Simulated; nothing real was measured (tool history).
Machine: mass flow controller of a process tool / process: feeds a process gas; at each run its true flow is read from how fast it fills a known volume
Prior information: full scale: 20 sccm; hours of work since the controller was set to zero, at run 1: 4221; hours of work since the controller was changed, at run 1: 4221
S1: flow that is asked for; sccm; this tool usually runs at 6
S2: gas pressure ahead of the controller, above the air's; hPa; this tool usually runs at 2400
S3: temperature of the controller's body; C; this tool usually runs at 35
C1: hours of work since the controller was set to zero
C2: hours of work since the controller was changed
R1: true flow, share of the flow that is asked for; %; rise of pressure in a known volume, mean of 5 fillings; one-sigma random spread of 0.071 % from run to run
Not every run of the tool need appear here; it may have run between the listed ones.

run     hour  S1    S2  S3    C1    C2      R1
  1      0.0   6  2400  35  4221  4221  100.45
  2    464.6   8  2400  35  4408  4408   99.92
  3    758.9   8  2400  39  4526  4526  100.22
  4    951.2   8  2400  39  4604  4604  100.20
  5   1410.5   8  2400  39  4788  4788  100.26
  6   1620.5   6  1640  35  4873  4873  100.82
  7   1868.1   6  1640  35  4972  4972  100.93
  8   2073.1   6  1640  35  5054  5054  100.83
  9   2297.5   6  2460  35  5145  5145  100.44
 10   2726.4   6  2400  35  5317  5317  100.54
 11   2972.0   6  2400  35  5416  5416  100.37
 12   3177.7   6  2400  35  5498  5498  100.53
 13   3428.8   6  1570  35  5599  5599  100.95
 14   3702.3   6  2400  21  5709  5709   99.01
 15   4155.0   6  1660  35  5891  5891  100.82
      4386.2  -- controller's zero set anew
 16   4519.6   6  2080  35    54  6038   97.33
 17   4909.6   6  2080  35   210  6194   97.31
 18   5243.5   6  2400  24   345  6328   95.90
 19   5546.8   6  2400  24   466  6450   95.93
 20   5955.7   6  2400  24   631  6615   96.01
 21   6235.8   6  2400  24   743  6727   95.95
      6477.9  -- controller exchanged for a calibrated one
 22   6705.9   6  2560  35    92    92  100.08
 23   6945.3   6  2560  35   188   188  100.06
 24   7230.4   6  2400  35   302   302  100.31
 25   7592.6   6  2400  35   448   448  100.16
 26   7898.0   6  2400  35   571   571  100.26
 27   8204.1  11  1560  24   694   694   99.49
 28   8566.3  18  1570  25   839   839   99.71
 29   8932.7  18  1570  25   987   987   99.76
 30   9196.1   5  2710  31  1092  1092   99.79
 31   9627.1   3  1930  39  1266  1266  101.76
 32  10016.4   2  1930  35  1422  1422  102.16
 33  10247.4   6  1970  35  1515  1515  100.55
 34  10500.3   6  1970  35  1617  1617  100.63
 35  10756.8   6  1970  35  1720  1720  100.64
 36  11066.4   6  1470  25  1844  1844   99.78
 37  11287.8   4  2250  30  1933  1933  100.39
 38  11577.6   4  2250  30  2050  2050  100.55
 39  11853.2   4  2250  30  2160  2160  100.39
 40  12050.6  14  1910  26  2240  2240   99.12
 41  12468.4  10  1910  26  2408  2408   99.19
 42  12744.8   3  1490  35  2519  2519  102.42
 43  13052.4   3  1490  35  2642  2642  102.50
 44  13383.2   2  2430  25  2775  2775  102.66
 45  13819.7  11  2400  35  2951  2951   99.74
 46  14220.5   6  1940  28  3112  3112   99.96
 47  14670.8   3  2400  38  3293  3293  102.58
 48  14905.4   3  2400  38  3387  3387  102.72

4 ways to go on from here, each from the tool as it stands after run 48. What would each give?
  A  15228.9  11  2030  35  3517  3517   ?
  B  15228.9   2  2050  23  3517  3517   ?
  C  15228.9   3  2400  35  3517  3517   ?
  D  15228.9   4  2400  35  3517  3517   ?

run      R1
  A   99.88
  B  103.62
  C  102.45
  D  101.36
Take away the tool's hidden state, keep each run's random variation, and the runs would have read:
run      R1
  A  100.70
  B   99.10
  C  100.11
  D  100.10
